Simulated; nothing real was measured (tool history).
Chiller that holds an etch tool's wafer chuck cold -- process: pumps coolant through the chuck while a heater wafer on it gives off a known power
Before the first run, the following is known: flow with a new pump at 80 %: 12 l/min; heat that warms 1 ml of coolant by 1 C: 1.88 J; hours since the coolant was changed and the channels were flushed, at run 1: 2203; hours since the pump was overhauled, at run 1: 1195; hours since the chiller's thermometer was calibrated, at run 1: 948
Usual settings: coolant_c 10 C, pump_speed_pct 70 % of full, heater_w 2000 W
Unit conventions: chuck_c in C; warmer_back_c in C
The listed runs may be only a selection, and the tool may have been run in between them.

| run | hour | coolant_c | pump_speed_pct | heater_w | hours since the coolant was changed and the channels were flushed | hours since the pump was overhauled | hours since the chiller's thermometer was calibrated | chuck_c | warmer_back_c |
|---|---|---|---|---|---|---|---|---|---|
| 1 | 0 | 10 | 70 | 2000 | 2203 | 1195 | 948 | 25.6 | 6.08 |
| 2 | 37.5 | 10 | 70 | 2000 | 2241 | 1233 | 986 | 25.5 | 6.08 |
| 3 | 60.2 | 10 | 70 | 2000 | 2264 | 1256 | 1009 | 25.6 | 6.05 |
| 4 | 97.5 | 10 | 70 | 2000 | 2301 | 1293 | 1046 | 25.5 | 6.1 |
| 5 | 129.8 | 10 | 70 | 2000 | 2333 | 1325 | 1078 | 25.8 | 6.01 |
| 6 | 165.8 | 10 | 70 | 2000 | 2369 | 1361 | 1114 | 25.5 | 6.07 |
| 7 | 193.5 | 10 | 70 | 2000 | 2397 | 1389 | 1142 | 25.6 | 6.05 |
| 8 | 231.8 | 3 | 99 | 1085 | 2435 | 1427 | 1180 | 9.7 | 2.27 |
| 9 | 253.2 | 6 | 82 | 2530 | 2457 | 1449 | 1202 | 23.6 | 6.55 |
| 10 | 294.1 | 6 | 82 | 2530 | 2498 | 1490 | 1243 | 23.9 | 6.55 |
| 11 | 333.8 | 8 | 83 | 2530 | 2537 | 1529 | 1282 | 25.5 | 6.47 |
| 12 | 353.5 | 8 | 83 | 1102 | 2557 | 1549 | 1302 | 15.6 | 2.74 |
| 13 | 380.6 | 10 | 98 | 2095 | 2584 | 1576 | 1329 | 23.1 | 4.41 |
| 14 | 422.4 | 14 | 92 | 1459 | 2626 | 1618 | 1371 | 23.5 | 3.3 |

Alternative continuations, all from the tool just after run 14; predict every row:
| A | 440.8 | 10 | 70 | 1754 | 2644 | 1636 | 1389 | ? | ? |
| B | 440.8 | 7 | 70 | 2000 | 2644 | 1636 | 1389 | ? | ? |
| C | 440.8 | 14 | 96 | 1459 | 2644 | 1636 | 1389 | ? | ? |

| run | chuck_c | warmer_back_c |
|---|---|---|
| A | 23.9 | 5.19 |
| B | 22.6 | 5.95 |
| C | 23.4 | 3.15 |
Had the tool no hidden state, the same runs would have come out as:
| run | chuck_c | warmer_back_c |
|---|---|---|
| A | 23.9 | 5.29 |
| B | 22.6 | 6.05 |
| C | 23.4 | 3.26 |
